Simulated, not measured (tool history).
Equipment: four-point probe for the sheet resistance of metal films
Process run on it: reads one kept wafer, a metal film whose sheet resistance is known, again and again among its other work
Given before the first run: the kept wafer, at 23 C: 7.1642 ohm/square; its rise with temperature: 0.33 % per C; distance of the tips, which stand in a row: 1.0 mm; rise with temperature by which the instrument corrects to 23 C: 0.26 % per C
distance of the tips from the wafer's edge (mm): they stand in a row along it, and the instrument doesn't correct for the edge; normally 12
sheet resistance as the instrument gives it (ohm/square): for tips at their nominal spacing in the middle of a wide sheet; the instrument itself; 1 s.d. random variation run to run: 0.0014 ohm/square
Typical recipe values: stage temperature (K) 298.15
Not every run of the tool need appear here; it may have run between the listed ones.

run	hour	stage temperature (K)	distance of the tips from the wafer's edge (mm)	sheet resistance as the instrument gives it (ohm/square)
1	0.0	298.15	12	7.229768
2	43.0	298.15	12	7.232777
3	111.0	298.15	12	7.231154
4	174.5	298.15	9	7.252646
5	239.5	298.15	5	7.356636
6	311.6	291.15	12	7.200601
7	394.6	291.15	12	7.200244
8	469.0	298.15	3	7.612761
9	542.8	298.15	12	7.233470
10	602.3	297.15	12	7.233496
11	672.1	293.15	20	7.195157
12	730.3	293.15	17	7.199751
13	772.9	296.15	9	7.248751
14	830.4	304.15	12	7.266475
15	896.8	304.15	12	7.265784
16	970.5	307.15	12	7.277025
17	1016.6	307.15	13	7.273640

Branching from run 17: 3 alternative next runs. What would each branch give?
A	1071.1	302.15	21	?
B	1071.1	307.15	7	?
C	1071.1	295.15	48	?

run	sheet resistance as the instrument gives it (ohm/square)
A	7.238972
B	7.333914
C	7.201518
The same runs, with their run-to-run variation unchanged, on a tool lacking any hidden condition would have given:
run	sheet resistance as the instrument gives it (ohm/square)
A	7.199306
B	7.293886
C	7.161861

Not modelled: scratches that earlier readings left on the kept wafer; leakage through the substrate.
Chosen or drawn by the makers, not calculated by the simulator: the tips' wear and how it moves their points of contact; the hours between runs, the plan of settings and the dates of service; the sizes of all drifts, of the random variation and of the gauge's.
